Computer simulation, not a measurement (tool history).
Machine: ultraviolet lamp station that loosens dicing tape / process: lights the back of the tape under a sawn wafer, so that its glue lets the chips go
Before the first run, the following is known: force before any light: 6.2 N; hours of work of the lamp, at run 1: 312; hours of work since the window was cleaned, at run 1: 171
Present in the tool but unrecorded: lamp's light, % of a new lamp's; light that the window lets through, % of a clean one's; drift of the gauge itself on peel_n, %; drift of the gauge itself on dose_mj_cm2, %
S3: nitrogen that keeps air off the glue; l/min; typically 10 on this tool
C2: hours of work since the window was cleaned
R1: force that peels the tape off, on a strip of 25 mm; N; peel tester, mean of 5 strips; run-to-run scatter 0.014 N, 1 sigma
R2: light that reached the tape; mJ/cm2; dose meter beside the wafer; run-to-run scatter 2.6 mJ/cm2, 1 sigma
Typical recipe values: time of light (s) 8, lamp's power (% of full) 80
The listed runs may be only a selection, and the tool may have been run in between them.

Run 1, day 0: usual settings; hours of work of the lamp 312; C2 171. Result: R1 0.65 N, R2 319 mJ/cm2.
Run 2, day 0.442: usual settings; hours of work of the lamp 320; C2 179. Result: R1 0.691 N, R2 323 mJ/cm2.
Run 3, day 0.883: usual settings; hours of work of the lamp 327; C2 187. Result: R1 0.682 N, R2 323 mJ/cm2.
Run 4, day 1.221: usual settings; hours of work of the lamp 333; C2 193. Result: R1 0.68 N, R2 323 mJ/cm2.
Run 5, day 1.471: usual settings; hours of work of the lamp 338; C2 198. Result: R1 0.684 N, R2 322 mJ/cm2.
Run 6, day 1.858: usual settings; hours of work of the lamp 345; C2 205. Result: R1 0.688 N, R2 325 mJ/cm2.
Run 7, day 2.042: usual settings; hours of work of the lamp 348; C2 208. Result: R1 0.653 N, R2 321 mJ/cm2.
Run 8, day 2.375: usual settings; hours of work of the lamp 354; C2 214. Result: R1 0.674 N, R2 319 mJ/cm2.
Run 9, day 2.675: usual settings; hours of work of the lamp 359; C2 219. Result: R1 0.693 N, R2 326 mJ/cm2.
Run 10, day 3.092: usual settings; hours of work of the lamp 367; C2 227. Result: R1 0.657 N, R2 320 mJ/cm2.
Run 11, day 3.304: usual settings but S3 3 l/min; hours of work of the lamp 370; C2 230. Result: R1 1.293 N, R2 320 mJ/cm2.
Run 12, day 3.675: usual settings; hours of work of the lamp 377; C2 237. Result: R1 0.686 N, R2 326 mJ/cm2.
Run 13, day 3.875: usual settings; hours of work of the lamp 381; C2 240. Result: R1 0.639 N, R2 322 mJ/cm2.
Run 14, day 4.096: usual settings but lamp's power (% of full) 86; hours of work of the lamp 385; C2 244. Result: R1 0.583 N, R2 345 mJ/cm2.
Run 15, day 4.317: usual settings but lamp's power (% of full) 86; hours of work of the lamp 388; C2 248. Result: R1 0.547 N, R2 343 mJ/cm2.
Run 16, day 4.55: usual settings but lamp's power (% of full) 86; hours of work of the lamp 393; C2 253. Result: R1 0.583 N, R2 348 mJ/cm2.
Run 17, day 4.858: usual settings but time of light (s) 12; hours of work of the lamp 398; C2 258. Result: R1 0.279 N, R2 484 mJ/cm2.
Run 18, day 5.054: usual settings but time of light (s) 12; hours of work of the lamp 402; C2 261. Result: R1 0.254 N, R2 484 mJ/cm2.
Run 19, day 5.496: usual settings but time of light (s) 12, S3 12 l/min; hours of work of the lamp 410; C2 269. Result: R1 0.238 N, R2 483 mJ/cm2.
Run 20, day 5.712: usual settings but time of light (s) 12, S3 12 l/min; hours of work of the lamp 413; C2 273. Result: R1 0.231 N, R2 488 mJ/cm2.
Run 21, day 5.933: usual settings but lamp's power (% of full) 65; hours of work of the lamp 417; C2 277. Result: R1 1.01 N, R2 262 mJ/cm2.
Run 22, day 6.329: usual settings but lamp's power (% of full) 65; hours of work of the lamp 424; C2 284. Result: R1 0.97 N, R2 261 mJ/cm2.
Run 23, day 6.646: usual settings but lamp's power (% of full) 65; hours of work of the lamp 430; C2 290. Result: R1 0.977 N, R2 260 mJ/cm2.
Run 24, day 6.825: usual settings but time of light (s) 10, lamp's power (% of full) 68, S3 17 l/min; hours of work of the lamp 433; C2 293. Result: R1 0.423 N, R2 344 mJ/cm2.
At day 6.9: window cleaned of glue's vapour.
Run 25, day 7.146: usual settings but time of light (s) 6, lamp's power (% of full) 67, S3 7 l/min; hours of work of the lamp 438; C2 4. Result: R1 1.685 N, R2 202 mJ/cm2.
Run 26, day 7.488: usual settings but time of light (s) 6, lamp's power (% of full) 99, S3 4 l/min; hours of work of the lamp 445; C2 10. Result: R1 1.327 N, R2 301 mJ/cm2.
Run 27, day 7.908: usual settings but time of light (s) 5, lamp's power (% of full) 76, S3 8 l/min; hours of work of the lamp 452; C2 18. Result: R1 1.722 N, R2 191 mJ/cm2.
Run 28, day 8.296: usual settings but time of light (s) 10, lamp's power (% of full) 76, S3 4 l/min; hours of work of the lamp 459; C2 25. Result: R1 0.88 N, R2 384 mJ/cm2.
Run 29, day 8.729: usual settings but time of light (s) 9, lamp's power (% of full) 96, S3 4 l/min; hours of work of the lamp 467; C2 33. Result: R1 0.672 N, R2 436 mJ/cm2.
Run 30, day 8.925: usual settings but time of light (s) 9, lamp's power (% of full) 96, S3 4 l/min; hours of work of the lamp 470; C2 36. Result: R1 0.686 N, R2 440 mJ/cm2.
Run 31, day 9.192: usual settings but time of light (s) 9, lamp's power (% of full) 93, S3 4 l/min; hours of work of the lamp 475; C2 41. Result: R1 0.686 N, R2 421 mJ/cm2.
Run 32, day 9.629: usual settings but time of light (s) 9, lamp's power (% of full) 93, S3 4 l/min; hours of work of the lamp 483; C2 49. Result: R1 0.706 N, R2 419 mJ/cm2.
Run 33, day 9.933: usual settings but time of light (s) 9, lamp's power (% of full) 93, S3 4 l/min; hours of work of the lamp 488; C2 54. Result: R1 0.742 N, R2 418 mJ/cm2.
Run 34, day 10.283: usual settings but time of light (s) 12, lamp's power (% of full) 71; hours of work of the lamp 494; C2 60. Result: R1 0.359 N, R2 428 mJ/cm2.
Run 35, day 10.5: usual settings but S3 12 l/min; hours of work of the lamp 498; C2 64. Result: R1 0.6 N, R2 324 mJ/cm2.
Run 36, day 10.717: usual settings but time of light (s) 5; hours of work of the lamp 502; C2 68. Result: R1 1.48 N, R2 202 mJ/cm2.
Run 37, day 10.967: usual settings but time of light (s) 5, lamp's power (% of full) 67; hours of work of the lamp 507; C2 72. Result: R1 1.884 N, R2 167 mJ/cm2.
Run 38, day 11.296: usual settings but time of light (s) 5, lamp's power (% of full) 67; hours of work of the lamp 512; C2 78. Result: R1 1.883 N, R2 170 mJ/cm2.
Run 39, day 11.696: usual settings but time of light (s) 10, lamp's power (% of full) 90, S3 17 l/min; hours of work of the lamp 520; C2 85. Result: R1 0.223 N, R2 455 mJ/cm2.
Run 40, day 12.1: usual settings but time of light (s) 10, lamp's power (% of full) 90, S3 17 l/min; hours of work of the lamp 527; C2 93. Result: R1 0.217 N, R2 445 mJ/cm2.
Run 41, day 12.525: usual settings but time of light (s) 10, lamp's power (% of full) 90, S3 17 l/min; hours of work of the lamp 534; C2 100. Result: R1 0.229 N, R2 452 mJ/cm2.
Run 42, day 12.958: usual settings but time of light (s) 10, lamp's power (% of full) 90, S3 17 l/min; hours of work of the lamp 542; C2 108. Result: R1 0.225 N, R2 453 mJ/cm2.

5 options for the next run, each taken on its own from the tool as it stands now. Forecast them:
Run A, day 13.171: usual settings but lamp's power (% of full) 95; hours of work of the lamp 546; C2 112. Result: R1 ?, R2 ?.
Run B, day 13.171: usual settings but time of light (s) 4, lamp's power (% of full) 79, S3 6 l/min; hours of work of the lamp 546; C2 112. Result: R1 ?, R2 ?.
Run C, day 13.171: usual settings but time of light (s) 12, lamp's power (% of full) 90, S3 17 l/min; hours of work of the lamp 546; C2 112. Result: R1 ?, R2 ?.
Run D, day 13.171: usual settings but time of light (s) 4, lamp's power (% of full) 66; hours of work of the lamp 546; C2 112. Result: R1 ?, R2 ?.
Run E, day 13.171: usual settings but time of light (s) 5, S3 17 l/min; hours of work of the lamp 546; C2 112. Result: R1 ?, R2 ?.

run     R1   R2
  A  0.436  387
  B  2.405  161
  C  0.156  546
  D  2.326  133
  E  1.245  204
Had the tool no hidden state, the same runs would have come out as:
run     R1   R2
  A  0.434  388
  B  2.401  162
  C  0.155  547
  D  2.322  134
  E  1.242  205
